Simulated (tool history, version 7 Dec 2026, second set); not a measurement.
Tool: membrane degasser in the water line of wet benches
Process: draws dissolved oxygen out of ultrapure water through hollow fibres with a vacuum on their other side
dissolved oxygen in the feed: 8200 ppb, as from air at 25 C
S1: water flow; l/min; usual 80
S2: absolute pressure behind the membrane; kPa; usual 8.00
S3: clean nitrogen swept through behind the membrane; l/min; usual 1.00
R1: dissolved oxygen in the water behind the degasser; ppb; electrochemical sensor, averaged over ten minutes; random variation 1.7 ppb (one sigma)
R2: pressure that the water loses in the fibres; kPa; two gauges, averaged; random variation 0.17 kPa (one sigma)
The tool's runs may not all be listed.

{"run": 1, "day": 0.0, "S1": 80, "S2": 8.0, "S3": 1.0, "R1": 615.3, "R2": 29.23}
{"run": 2, "day": 6.012, "S1": 80, "S2": 9.73, "S3": 1.0, "R1": 821.1, "R2": 29.4}
{"run": 3, "day": 13.3, "S1": 63, "S2": 8.0, "S3": 1.0, "R1": 527.0, "R2": 23.1}
{"run": 4, "day": 21.675, "S1": 80, "S2": 8.0, "S3": 1.0, "R1": 616.0, "R2": 29.48}
{"day": 25.471, "done": "vacuum gauge calibrated"}
{"run": 5, "day": 29.733, "S1": 80, "S2": 8.0, "S3": 1.0, "R1": 618.9, "R2": 29.5}
{"run": 6, "day": 34.629, "S1": 80, "S2": 8.0, "S3": 0.44, "R1": 969.5, "R2": 29.25}
{"run": 7, "day": 44.175, "S1": 80, "S2": 8.0, "S3": 0.44, "R1": 972.3, "R2": 29.25}
{"run": 8, "day": 52.171, "S1": 80, "S2": 4.81, "S3": 1.0, "R1": 224.4, "R2": 29.52}
{"run": 9, "day": 58.158, "S1": 80, "S2": 8.0, "S3": 1.0, "R1": 619.8, "R2": 29.57}
{"run": 10, "day": 65.042, "S1": 80, "S2": 8.0, "S3": 0.47, "R1": 946.5, "R2": 29.69}
{"run": 11, "day": 71.333, "S1": 80, "S2": 8.0, "S3": 1.0, "R1": 621.6, "R2": 29.69}
{"run": 12, "day": 77.612, "S1": 121, "S2": 8.0, "S3": 1.0, "R1": 806.0, "R2": 44.79}
{"run": 13, "day": 83.546, "S1": 121, "S2": 8.0, "S3": 1.0, "R1": 807.0, "R2": 44.91}
{"run": 14, "day": 91.4, "S1": 80, "S2": 8.0, "S3": 1.0, "R1": 623.3, "R2": 29.67}
{"run": 15, "day": 100.275, "S1": 80, "S2": 8.0, "S3": 1.0, "R1": 627.3, "R2": 29.74}
{"run": 16, "day": 108.654, "S1": 80, "S2": 8.0, "S3": 1.0, "R1": 620.9, "R2": 29.76}
{"run": 17, "day": 112.946, "S1": 80, "S2": 8.0, "S3": 1.0, "R1": 621.4, "R2": 29.91}
{"run": 18, "day": 122.45, "S1": 80, "S2": 7.4, "S3": 0.62, "R1": 730.3, "R2": 29.76}
{"day": 123.438, "done": "seals of the vacuum lines changed"}
{"run": 19, "day": 128.271, "S1": 80, "S2": 7.4, "S3": 0.62, "R1": 726.0, "R2": 29.92}
{"run": 20, "day": 135.433, "S1": 80, "S2": 4.98, "S3": 1.0, "R1": 254.2, "R2": 30.08}
{"run": 21, "day": 145.308, "S1": 118, "S2": 8.0, "S3": 1.77, "R1": 566.7, "R2": 43.89}
{"run": 22, "day": 154.033, "S1": 118, "S2": 8.0, "S3": 0.58, "R1": 1046.9, "R2": 44.06}
{"run": 23, "day": 159.912, "S1": 80, "S2": 12.33, "S3": 1.0, "R1": 1123.3, "R2": 30.11}
{"run": 24, "day": 170.062, "S1": 80, "S2": 19.45, "S3": 0.48, "R1": 2686.2, "R2": 29.88}
{"day": 172.983, "done": "vacuum gauge calibrated"}
{"run": 25, "day": 176.988, "S1": 80, "S2": 19.45, "S3": 0.48, "R1": 2686.7, "R2": 30.31}
{"run": 26, "day": 186.267, "S1": 68, "S2": 12.34, "S3": 0.88, "R1": 1087.3, "R2": 25.93}
{"run": 27, "day": 190.762, "S1": 68, "S2": 12.34, "S3": 0.88, "R1": 1084.6, "R2": 25.71}
{"run": 28, "day": 197.825, "S1": 54, "S2": 13.7, "S3": 0.53, "R1": 1450.7, "R2": 20.37}
{"run": 29, "day": 205.258, "S1": 54, "S2": 13.7, "S3": 0.53, "R1": 1447.8, "R2": 20.34}
{"run": 30, "day": 211.654, "S1": 62, "S2": 7.64, "S3": 1.47, "R1": 364.4, "R2": 23.46}
{"run": 31, "day": 219.1, "S1": 80, "S2": 9.21, "S3": 0.61, "R1": 1013.9, "R2": 29.84}

The same runs without the tool's hidden state, with the same run-to-run variation:
The hidden state here: membrane still open, %; true pressure behind the membrane over the reading, kPa; air that leaks in behind the membrane, l/min; drift of the gauge itself on oxygen_ppb, %; drift of the gauge itself on loss_of_pressure_kpa, %.
run=1 R1=613.3 R2=27.79
run=2 R1=818.9 R2=27.93
run=3 R1=524.9 R2=21.92
run=4 R1=612.4 R2=27.94
run=5 R1=614.4 R2=27.93
run=6 R1=964.6 R2=27.66
run=7 R1=966.3 R2=27.63
run=8 R1=217.3 R2=27.86
run=9 R1=613.1 R2=27.87
run=10 R1=938.5 R2=27.95
run=11 R1=614.0 R2=27.92
run=12 R1=793.7 R2=42.10
run=13 R1=794.1 R2=42.19
run=14 R1=614.2 R2=27.83
run=15 R1=617.5 R2=27.86
run=16 R1=610.6 R2=27.85
run=17 R1=610.9 R2=27.97
run=18 R1=717.0 R2=27.79
run=19 R1=711.3 R2=27.93
run=20 R1=240.4 R2=28.04
run=21 R1=550.8 R2=40.85
run=22 R1=1023.6 R2=40.96
run=23 R1=1110.3 R2=27.97
run=24 R1=2673.2 R2=27.70
run=25 R1=2687.3 R2=28.10
run=26 R1=1085.6 R2=24.01
run=27 R1=1082.6 R2=23.78
run=28 R1=1450.0 R2=18.81
run=29 R1=1446.7 R2=18.77
run=30 R1=361.0 R2=21.62
run=31 R1=1008.7 R2=27.46
